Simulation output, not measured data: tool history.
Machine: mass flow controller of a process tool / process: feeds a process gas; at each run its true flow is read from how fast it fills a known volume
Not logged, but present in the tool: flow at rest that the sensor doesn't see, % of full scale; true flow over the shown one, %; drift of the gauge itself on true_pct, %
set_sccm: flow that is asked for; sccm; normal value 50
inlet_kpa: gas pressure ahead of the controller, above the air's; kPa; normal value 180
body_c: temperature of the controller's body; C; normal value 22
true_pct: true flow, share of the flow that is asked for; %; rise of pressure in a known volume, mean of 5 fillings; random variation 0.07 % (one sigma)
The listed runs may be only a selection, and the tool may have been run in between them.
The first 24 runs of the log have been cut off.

run,hour,set_sccm,inlet_kpa,body_c,hours of work since the controller was set to zero,hours of work since the controller was changed,true_pct
25,2713.6,50,180,24,5968,5968,100.88
26,2811.8,22,148,24,6046,6046,99.26
27,2907.3,22,148,29,6121,6121,99.59
28,3026.3,22,148,29,6216,6216,99.59
29,3095.1,22,148,29,6270,6270,99.64
30,3211.4,11,180,34,6362,6362,97.42
31,3327.7,14,180,24,6454,6454,97.7
32,3483.8,23,193,29,6577,6577,100.02
33,3591.1,10,148,22,6662,6662,95.56
34,3679.5,50,141,33,6732,6732,101.83
35,3818.8,29,153,22,6842,6842,99.91
36,3982.7,29,153,22,6972,6972,99.93
37,4113.7,26,143,22,7076,7076,99.59
38,4217.4,42,150,29,7158,7158,101.42
39,4286.3,97,213,22,7212,7212,102.21
40,4395.5,19,180,27,7298,7298,98.99
41,4531.3,43,180,31,7406,7406,101.67
42,4684.6,26,260,23,7527,7527,100.1
43,4768.4,26,260,23,7593,7593,99.98
44,4887.4,26,260,23,7687,7687,99.92

Run 45, settings as shown, results not yet in. Your forecast:
45,4961.9,32,180,22,7746,7746,?

Run 45 gave true_pct 100.17 %.
With no hidden state in the tool, this same run would have given true_pct 99.03 %.

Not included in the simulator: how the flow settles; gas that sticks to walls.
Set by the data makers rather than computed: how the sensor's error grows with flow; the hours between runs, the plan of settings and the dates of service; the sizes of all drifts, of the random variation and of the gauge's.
